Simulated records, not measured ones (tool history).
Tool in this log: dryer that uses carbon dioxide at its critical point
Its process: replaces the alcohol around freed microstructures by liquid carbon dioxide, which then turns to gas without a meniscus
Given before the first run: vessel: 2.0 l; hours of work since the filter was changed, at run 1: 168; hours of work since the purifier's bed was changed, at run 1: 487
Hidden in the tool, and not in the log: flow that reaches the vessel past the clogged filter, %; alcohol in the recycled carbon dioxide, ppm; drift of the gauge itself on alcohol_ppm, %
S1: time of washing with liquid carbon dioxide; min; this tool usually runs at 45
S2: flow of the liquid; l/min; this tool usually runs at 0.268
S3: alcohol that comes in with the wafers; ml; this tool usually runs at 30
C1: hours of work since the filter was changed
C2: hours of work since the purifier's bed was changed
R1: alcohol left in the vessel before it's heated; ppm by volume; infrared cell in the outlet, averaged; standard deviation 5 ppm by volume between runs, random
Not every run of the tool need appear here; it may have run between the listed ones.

| run | hour | S1 | S2 | S3 | C1 | C2 | R1 |
|---|---|---|---|---|---|---|---|
| 1 | 0.0 | 45 | 0.268 | 30 | 168 | 487 | 137 |
| 2 | 23.3 | 45 | 0.268 | 30 | 176 | 495 | 151 |
| 3 | 56.8 | 45 | 0.268 | 30 | 186 | 505 | 149 |
| 4 | 93.7 | 45 | 0.297 | 30 | 198 | 517 | 111 |
| 5 | 126.3 | 45 | 0.297 | 30 | 209 | 528 | 130 |
| 6 | 164.6 | 45 | 0.297 | 30 | 221 | 540 | 124 |
| 7 | 199.6 | 45 | 0.297 | 30 | 232 | 551 | 128 |
| 8 | 229.7 | 45 | 0.268 | 30 | 242 | 561 | 172 |
| 9 | 255.9 | 33 | 0.268 | 30 | 250 | 569 | 384 |
| 10 | 284.1 | 45 | 0.210 | 30 | 259 | 578 | 328 |
| 11 | 314.6 | 45 | 0.210 | 30 | 269 | 588 | 329 |
| 12 | 348.6 | 57 | 0.196 | 30 | 280 | 599 | 210 |
| 13 | 385.0 | 45 | 0.285 | 23 | 292 | 610 | 152 |
| 14 | 422.0 | 45 | 0.381 | 23 | 303 | 622 | 107 |
| 15 | 458.1 | 43 | 0.381 | 71 | 315 | 634 | 138 |
| 16 | 488.1 | 35 | 0.270 | 25 | 325 | 643 | 320 |
| 17 | 509.7 | 37 | 0.215 | 29 | 331 | 650 | 581 |
| 18 | 528.3 | 45 | 0.225 | 31 | 337 | 656 | 310 |
| 19 | 556.5 | 45 | 0.225 | 31 | 346 | 665 | 332 |
| 20 | 587.9 | 39 | 0.268 | 21 | 356 | 675 | 236 |

Had the tool no unlogged condition, and each run kept its random variation, what would the results have been?
| run | R1 |
|---|---|
| 1 | 37 |
| 2 | 47 |
| 3 | 44 |
| 4 | 13 |
| 5 | 30 |
| 6 | 21 |
| 7 | 21 |
| 8 | 49 |
| 9 | 194 |
| 10 | 151 |
| 11 | 145 |
| 12 | 67 |
| 13 | 33 |
| 14 | 3 |
| 15 | 16 |
| 16 | 126 |
| 17 | 295 |
| 18 | 112 |
| 19 | 126 |
| 20 | 68 |

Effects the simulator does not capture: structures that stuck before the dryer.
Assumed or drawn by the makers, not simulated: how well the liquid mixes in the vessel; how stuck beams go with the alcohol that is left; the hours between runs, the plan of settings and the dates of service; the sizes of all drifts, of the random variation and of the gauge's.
